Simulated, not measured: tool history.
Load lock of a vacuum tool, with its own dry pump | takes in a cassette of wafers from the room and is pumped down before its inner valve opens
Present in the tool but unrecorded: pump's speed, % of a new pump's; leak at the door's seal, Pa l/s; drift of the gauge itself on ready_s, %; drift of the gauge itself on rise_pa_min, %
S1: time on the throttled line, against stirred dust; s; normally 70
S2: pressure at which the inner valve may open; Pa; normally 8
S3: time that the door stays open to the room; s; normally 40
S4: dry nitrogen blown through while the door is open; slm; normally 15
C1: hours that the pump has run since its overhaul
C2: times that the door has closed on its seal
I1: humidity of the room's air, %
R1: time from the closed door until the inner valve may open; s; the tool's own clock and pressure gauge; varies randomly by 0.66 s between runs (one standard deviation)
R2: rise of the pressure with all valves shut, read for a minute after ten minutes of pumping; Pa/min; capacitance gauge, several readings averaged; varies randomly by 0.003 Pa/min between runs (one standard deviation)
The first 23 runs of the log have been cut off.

run	hour	S1	S2	S3	S4	C1	C2	I1	R1	R2
24	3040.3	134	8	103	5	9044	12546	45.0	155.5	0.122
25	3182.6	134	8	103	5	9186	12912	47.0	156.1	0.128
26	3273.1	97	8	156	5	9276	13145	43.8	124.3	0.140
27	3449.1	70	13	121	12	9452	13598	47.5	100.0	0.107
28	3553.0	70	13	121	12	9556	13866	46.1	98.2	0.113
29	3652.7	70	13	121	11	9656	14122	44.9	99.3	0.114
30	3766.2	70	13	121	11	9769	14414	47.8	99.6	0.127
31	3876.5	73	8	155	8	9880	14699	48.8	103.9	0.139
32	3969.9	70	8	29	18	9973	14939	45.5	101.1	0.087
33	4119.5	70	8	29	18	10123	15324	47.4	101.3	0.094

What if the next run were any one of these 5? Each begins from the tool's condition after run 33:
A	4282.3	70	8	57	14	10286	15743	42.8	?	?
B	4282.3	70	9	54	5	10286	15743	47.0	?	?
C	4282.3	70	7	65	13	10286	15743	43.9	?	?
D	4282.3	109	10	29	28	10286	15743	42.3	?	?
E	4282.3	70	8	26	18	10286	15743	46.8	?	?

run	R1	R2
A	100.9	0.099
B	100.9	0.126
C	100.8	0.108
D	133.2	0.100
E	102.2	0.095
With no hidden state in the tool, these same runs would have given:
run	R1	R2
A	98.1	0.015
B	98.3	0.039
C	98.1	0.022
D	131.0	0.012
E	99.4	0.008
